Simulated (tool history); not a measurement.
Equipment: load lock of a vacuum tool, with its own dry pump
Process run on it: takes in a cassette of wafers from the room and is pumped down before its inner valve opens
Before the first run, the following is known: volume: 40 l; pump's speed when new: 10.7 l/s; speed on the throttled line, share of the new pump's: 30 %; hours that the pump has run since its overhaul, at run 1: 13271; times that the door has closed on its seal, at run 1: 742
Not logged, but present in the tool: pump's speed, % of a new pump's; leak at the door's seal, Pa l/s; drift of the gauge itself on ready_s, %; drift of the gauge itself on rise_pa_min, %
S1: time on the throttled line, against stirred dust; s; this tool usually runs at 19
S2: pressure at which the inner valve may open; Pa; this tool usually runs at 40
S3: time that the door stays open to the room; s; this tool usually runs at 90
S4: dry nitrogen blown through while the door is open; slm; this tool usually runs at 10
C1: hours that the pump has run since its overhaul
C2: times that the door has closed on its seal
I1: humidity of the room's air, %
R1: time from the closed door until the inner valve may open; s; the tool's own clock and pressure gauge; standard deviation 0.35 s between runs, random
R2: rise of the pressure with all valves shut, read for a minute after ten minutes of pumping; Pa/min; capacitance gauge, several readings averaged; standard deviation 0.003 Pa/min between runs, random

| run | hour | S1 | S2 | S3 | S4 | C1 | C2 | I1 | R1 | R2 |
|---|---|---|---|---|---|---|---|---|---|---|
| 1 | 0.0 | 19 | 40 | 90 | 10 | 13271 | 742 | 46.0 | 45.6 | 0.032 |
| 2 | 107.8 | 19 | 40 | 90 | 10 | 13379 | 877 | 45.4 | 45.4 | 0.032 |
| 3 | 263.9 | 19 | 40 | 90 | 10 | 13535 | 1072 | 42.1 | 45.4 | 0.022 |
| 4 | 488.5 | 19 | 40 | 90 | 10 | 13760 | 1352 | 47.4 | 45.2 | 0.028 |
| 5 | 646.9 | 19 | 40 | 90 | 10 | 13918 | 1550 | 45.0 | 45.3 | 0.028 |
| 6 | 859.4 | 24 | 40 | 90 | 10 | 14131 | 1815 | 42.9 | 48.9 | 0.020 |
| 7 | 1045.0 | 24 | 40 | 90 | 10 | 14316 | 2047 | 45.5 | 49.4 | 0.028 |
| 8 | 1151.7 | 19 | 40 | 90 | 10 | 14423 | 2180 | 43.8 | 46.2 | 0.025 |
| 9 | 1342.4 | 19 | 40 | 90 | 20 | 14614 | 2418 | 45.6 | 46.0 | 0.023 |
| 10 | 1543.4 | 19 | 40 | 90 | 20 | 14815 | 2669 | 40.7 | 45.2 | 0.021 |
| 11 | 1713.2 | 19 | 40 | 90 | 10 | 14985 | 2881 | 44.5 | 45.6 | 0.030 |
| 12 | 1930.2 | 19 | 77 | 90 | 10 | 15202 | 3151 | 42.3 | 43.2 | 0.025 |
| 13 | 2125.7 | 11 | 77 | 90 | 10 | 15397 | 3395 | 43.0 | 37.7 | 0.026 |
| 14 | 2359.8 | 11 | 77 | 90 | 10 | 15631 | 3688 | 45.7 | 37.7 | 0.037 |
| 15 | 2521.4 | 11 | 77 | 90 | 10 | 15793 | 3889 | 45.4 | 37.7 | 0.026 |
| 16 | 2730.5 | 11 | 77 | 90 | 10 | 16002 | 4150 | 50.3 | 38.3 | 0.032 |
| 17 | 2884.9 | 19 | 46 | 90 | 10 | 16156 | 4343 | 44.6 | 45.6 | 0.026 |
| 18 | 3062.0 | 19 | 46 | 90 | 10 | 16333 | 4564 | 46.0 | 45.7 | 0.030 |
| 19 | 3182.3 | 19 | 40 | 90 | 10 | 16454 | 4714 | 47.1 | 46.1 | 0.033 |
| 20 | 3334.6 | 22 | 76 | 172 | 7 | 16606 | 4904 | 47.7 | 45.2 | 0.059 |
| 21 | 3498.9 | 28 | 39 | 90 | 20 | 16770 | 5109 | 42.8 | 51.6 | 0.021 |
| 22 | 3640.4 | 28 | 39 | 90 | 20 | 16912 | 5286 | 47.7 | 52.3 | 0.023 |
| 23 | 3900.5 | 19 | 40 | 90 | 33 | 17172 | 5610 | 47.2 | 47.0 | 0.019 |
| 24 | 4155.4 | 19 | 40 | 90 | 43 | 17427 | 5929 | 43.8 | 46.6 | 0.013 |
| 25 | 4272.5 | 29 | 61 | 155 | 7 | 17544 | 6075 | 46.2 | 51.1 | 0.057 |
| 26 | 4390.0 | 29 | 61 | 155 | 7 | 17661 | 6221 | 45.9 | 51.1 | 0.055 |
| 27 | 4565.9 | 29 | 61 | 155 | 7 | 17837 | 6441 | 47.1 | 50.7 | 0.055 |
|  | 4752.3 | dry pump taken out, an overhauled one fitted |
| 28 | 4764.9 | 29 | 29 | 52 | 7 | 13 | 6682 | 46.3 | 50.5 | 0.034 |
| 29 | 4981.1 | 19 | 59 | 207 | 30 | 229 | 6952 | 48.0 | 41.2 | 0.031 |
| 30 | 5239.7 | 19 | 40 | 94 | 13 | 487 | 7274 | 45.8 | 43.0 | 0.034 |
| 31 | 5352.0 | 19 | 40 | 217 | 23 | 600 | 7414 | 45.2 | 42.0 | 0.038 |
| 32 | 5613.1 | 19 | 40 | 217 | 23 | 861 | 7740 | 45.0 | 43.2 | 0.036 |
| 33 | 5806.0 | 16 | 40 | 90 | 12 | 1054 | 7981 | 47.5 | 40.8 | 0.034 |
| 34 | 5940.1 | 19 | 44 | 90 | 30 | 1188 | 8148 | 42.3 | 42.2 | 0.027 |
| 35 | 6056.2 | 19 | 44 | 90 | 4 | 1304 | 8293 | 46.3 | 41.7 | 0.053 |
| 36 | 6308.3 | 29 | 42 | 28 | 19 | 1556 | 8608 | 43.1 | 50.5 | 0.011 |
| 37 | 6554.9 | 31 | 40 | 90 | 25 | 1803 | 8916 | 44.9 | 51.5 | 0.019 |

Each row is a separate what-if for the run after 37, all from the same tool condition, not one after another. Results?
| A | 6795.9 | 32 | 40 | 107 | 8 | 2044 | 9217 | 46.8 | ? | ? |
| B | 6795.9 | 18 | 40 | 90 | 4 | 2044 | 9217 | 45.0 | ? | ? |
| C | 6795.9 | 31 | 40 | 126 | 34 | 2044 | 9217 | 45.4 | ? | ? |
| D | 6795.9 | 28 | 40 | 90 | 38 | 2044 | 9217 | 41.8 | ? | ? |

| run | R1 | R2 |
|---|---|---|
| A | 52.1 | 0.047 |
| B | 41.9 | 0.052 |
| C | 51.6 | 0.028 |
| D | 49.8 | 0.024 |
With the hidden condition removed and each run's random variation left untouched, the same runs would have given:
| run | R1 | R2 |
|---|---|---|
| A | 51.8 | 0.035 |
| B | 41.6 | 0.040 |
| C | 51.4 | 0.016 |
| D | 49.5 | 0.012 |

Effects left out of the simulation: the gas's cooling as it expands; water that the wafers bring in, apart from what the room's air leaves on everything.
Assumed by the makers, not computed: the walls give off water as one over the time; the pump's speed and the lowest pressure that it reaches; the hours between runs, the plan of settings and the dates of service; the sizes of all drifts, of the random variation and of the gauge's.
